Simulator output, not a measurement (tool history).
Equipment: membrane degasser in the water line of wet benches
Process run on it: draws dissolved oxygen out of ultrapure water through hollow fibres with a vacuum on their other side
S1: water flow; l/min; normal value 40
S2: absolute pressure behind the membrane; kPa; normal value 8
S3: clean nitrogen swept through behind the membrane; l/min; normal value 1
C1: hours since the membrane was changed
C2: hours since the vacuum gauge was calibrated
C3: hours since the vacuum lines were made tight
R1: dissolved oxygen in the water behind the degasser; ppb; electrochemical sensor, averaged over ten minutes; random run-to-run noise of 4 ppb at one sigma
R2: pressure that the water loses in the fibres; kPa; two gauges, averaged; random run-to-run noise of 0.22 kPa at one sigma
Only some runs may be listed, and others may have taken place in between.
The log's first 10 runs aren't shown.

run,day,S1,S2,S3,C1,C2,C3,R1,R2
11,50.462,55,8,1,6943,2048,8047,626.8,74.44
12,57.529,40,8,1,7112,2217,8217,446.6,54.57
13,62.321,40,8,1,7227,2332,8332,453.3,54.57
14,65.671,40,8,1,7308,2413,8412,445.6,54.62
15,71.071,40,8,1,7437,2543,8542,446.5,54.19
16,76.979,40,8,0.48,7579,2684,8684,700.4,54.47
17,80.954,40,8,0.48,7675,2780,8779,697.8,54.41
18,86.742,40,13.49,2.54,7813,2919,8918,436.9,54.89
19,90.254,40,13.49,2.54,7898,3003,9002,430,54.83
20,94.638,31,18.74,1,8003,3108,9108,948.4,42.12
21,100.125,31,18.74,1,8135,3240,9239,936.7,42.68
22,104.125,31,18.74,1,8231,3336,9335,953.4,42.59
23,107.667,25,8,0.5,8316,3421,9420,454.1,34.46
24,113.042,40,6.26,0.97,8445,3550,9549,326,55.1
25,119.025,40,6.55,0.72,8588,3693,9693,415,54.77
26,123.758,40,6.55,0.72,8702,3807,9807,417.8,55.01
# day 127.317: seals of the vacuum lines changed
27,129.288,25,5.39,1,8833,3938,47,141.7,34.92
28,133.471,30,16.96,0.81,8933,4038,148,977.8,41.45
29,138.304,30,16.96,0.81,9049,4154,264,986.9,41.34
30,143.312,39,11.9,1,9169,4274,384,724.1,54
31,150.221,39,11.9,1,9335,4440,550,715.1,53.9
32,156.504,39,11.9,1,9486,4591,701,714.9,54.06
33,159.45,39,8.89,1.39,9556,4662,771,405.1,53.94

Below are 3 alternative next runs, each starting from the tool's condition after run 33. Predict each:
A,163.575,49,8.89,1.39,9655,4761,870,?,?
B,163.575,39,11.15,1.11,9655,4761,870,?,?
C,163.575,38,8,0.83,9655,4761,870,?,?

run,R1,R2
A,519.1,67.58
B,622,54.06
C,489.5,52.69
Had the tool no hidden state, the same runs would have come out as:
run,R1,R2
A,518.4,65.7
B,621.5,52.56
C,489,51.23
